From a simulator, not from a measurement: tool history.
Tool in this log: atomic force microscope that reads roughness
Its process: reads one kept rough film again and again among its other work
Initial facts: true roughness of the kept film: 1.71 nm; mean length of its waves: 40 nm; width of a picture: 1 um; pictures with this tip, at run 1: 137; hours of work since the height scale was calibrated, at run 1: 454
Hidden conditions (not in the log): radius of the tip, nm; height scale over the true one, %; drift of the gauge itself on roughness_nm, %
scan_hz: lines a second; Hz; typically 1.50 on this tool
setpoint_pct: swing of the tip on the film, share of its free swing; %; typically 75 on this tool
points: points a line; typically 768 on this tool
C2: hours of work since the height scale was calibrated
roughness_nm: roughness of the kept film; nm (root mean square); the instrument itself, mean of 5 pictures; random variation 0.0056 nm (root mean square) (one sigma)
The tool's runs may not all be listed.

Run 1, hour 0.0: usual settings; pictures with this tip 137; C2 454. Result: roughness_nm 1.515 nm (root mean square).
Run 2, hour 47.1: usual settings; pictures with this tip 249; C2 490. Result: roughness_nm 1.468 nm (root mean square).
At hour 56.6: new tip fitted.
Run 3, hour 86.0: usual settings; pictures with this tip 69; C2 519. Result: roughness_nm 1.541 nm (root mean square).
Run 4, hour 108.6: usual settings; pictures with this tip 123; C2 536. Result: roughness_nm 1.509 nm (root mean square).
Run 5, hour 135.5: usual settings but setpoint_pct 60 %; pictures with this tip 187; C2 557. Result: roughness_nm 1.565 nm (root mean square).
Run 6, hour 163.7: usual settings but setpoint_pct 60 %; pictures with this tip 254; C2 578. Result: roughness_nm 1.539 nm (root mean square).
At hour 169.1: new tip fitted.
Run 7, hour 205.6: usual settings; pictures with this tip 86; C2 610. Result: roughness_nm 1.526 nm (root mean square).
Run 8, hour 252.3: usual settings; pictures with this tip 197; C2 646. Result: roughness_nm 1.483 nm (root mean square).
At hour 282.6: new tip fitted.
Run 9, hour 288.3: usual settings; pictures with this tip 13; C2 673. Result: roughness_nm 1.558 nm (root mean square).
Run 10, hour 333.2: usual settings but scan_hz 3.24 Hz, setpoint_pct 86 %, points 411; pictures with this tip 120; C2 707. Result: roughness_nm 1.263 nm (root mean square).
Run 11, hour 365.2: usual settings; pictures with this tip 196; C2 731. Result: roughness_nm 1.483 nm (root mean square).
Run 12, hour 388.3: usual settings but scan_hz 2.09 Hz, setpoint_pct 64 %; pictures with this tip 251; C2 749. Result: roughness_nm 1.498 nm (root mean square).
At hour 395.1: new tip fitted.
Run 13, hour 431.8: usual settings but scan_hz 1.67 Hz, setpoint_pct 79 %, points 745; pictures with this tip 87; C2 782. Result: roughness_nm 1.482 nm (root mean square).
Run 14, hour 463.8: usual settings but scan_hz 3.52 Hz, setpoint_pct 74 %, points 942; pictures with this tip 163; C2 806. Result: roughness_nm 1.370 nm (root mean square).
Run 15, hour 489.6: usual settings but scan_hz 3.52 Hz, setpoint_pct 74 %, points 942; pictures with this tip 224; C2 826. Result: roughness_nm 1.351 nm (root mean square).
At hour 508.3: new tip fitted.
Run 16, hour 531.7: usual settings but scan_hz 3.52 Hz, setpoint_pct 74 %, points 942; pictures with this tip 56; C2 858. Result: roughness_nm 1.408 nm (root mean square).
Run 17, hour 551.0: usual settings but scan_hz 2.07 Hz, setpoint_pct 70 %, points 572; pictures with this tip 102; C2 872. Result: roughness_nm 1.519 nm (root mean square).

Per-run results on a tool with no hidden state, each run keeping its own random variation:
run  roughness_nm
  1         1.550
  2         1.542
  3         1.554
  4         1.540
  5         1.623
  6         1.623
  7         1.545
  8         1.541
  9         1.549
 10         1.287
 11         1.539
 12         1.572
 13         1.503
 14         1.413
 15         1.412
 16         1.415
 17         1.541
